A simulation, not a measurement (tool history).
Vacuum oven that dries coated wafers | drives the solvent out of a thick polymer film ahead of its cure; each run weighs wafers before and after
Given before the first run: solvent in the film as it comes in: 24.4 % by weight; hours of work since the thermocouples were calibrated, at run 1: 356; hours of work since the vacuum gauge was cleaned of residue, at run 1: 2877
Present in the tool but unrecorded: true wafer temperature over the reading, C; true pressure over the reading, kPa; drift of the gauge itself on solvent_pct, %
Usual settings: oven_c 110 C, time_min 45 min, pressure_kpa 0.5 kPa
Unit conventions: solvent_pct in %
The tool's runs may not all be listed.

run    hour  oven_c  time_min  pressure_kpa  hours of work since the thermocouples were calibrated  hours of work since the vacuum gauge was cleaned of residue  solvent_pct
  1       0     110        45           0.5                                                    356                                                         2877         3.37
  2    51.2     110        45           0.5                                                    395                                                         2916         3.44
  3   150.7     110        45           0.5                                                    472                                                         2993         3.43
      189.3  -- vacuum gauge cleaned of residue and calibrated
  4   257.4     110        45           0.5                                                    553                                                           53         2.88
  5   319.2     110        45         1.573                                                    601                                                          100         3.57
  6   419.9     110        33         1.573                                                    678                                                          178         5.39
  7   468.3     110        33         1.573                                                    715                                                          215         5.37
  8   534.8     110        45           0.5                                                    767                                                          266         2.91
  9   610.2     110        45           0.5                                                    825                                                          324         2.95
 10   679.9     110        45         0.912                                                    878                                                          378         3.42
 11   767.1     110        45           0.5                                                    946                                                          445         3.06
 12   825.1     110        45           0.5                                                    990                                                          490         3.07
 13   918.4     110        45           0.5                                                   1062                                                          562         3.24
 14  1005.3     110        45         0.632                                                   1129                                                          629         3.33
 15  1107.2     103        77         0.522                                                   1208                                                          707         2.07
 16  1163.9     123        77         0.506                                                   1252                                                          751         0.47
     1173.5  -- oven's thermocouples calibrated
 17  1228.4     111        45         0.943                                                     42                                                          799         3.49
 18  1286.3     110        45         1.196                                                     87                                                          844         4.06
 19  1347.5     102        29         1.196                                                    134                                                          891         9.12
 20  1399.1      99        45         1.167                                                    174                                                          931         6.97
 21  1461.1     113        46           0.5                                                    222                                                          979         2.99
 22  1529.7     113        46           0.5                                                    274                                                         1031         2.87
 23  1587.3     113        46           0.5                                                    319                                                         1076         3.01
 24  1664.3     106        26         0.401                                                    378                                                         1135         8.41
     1732.5  -- oven's thermocouples calibrated, once more
 25  1766.1     125        45          1.09                                                     26                                                         1212         1.24

Run 26, settings as shown, results not yet in. Your forecast:
 26  1865.6     117        23         0.677                                                    103                                                         1289            ?

{"run 26": {"solvent_pct": 5.25}}
Were there no unlogged condition in the tool, this run, its random variation unchanged, would have produced solvent_pct 5.02 %.
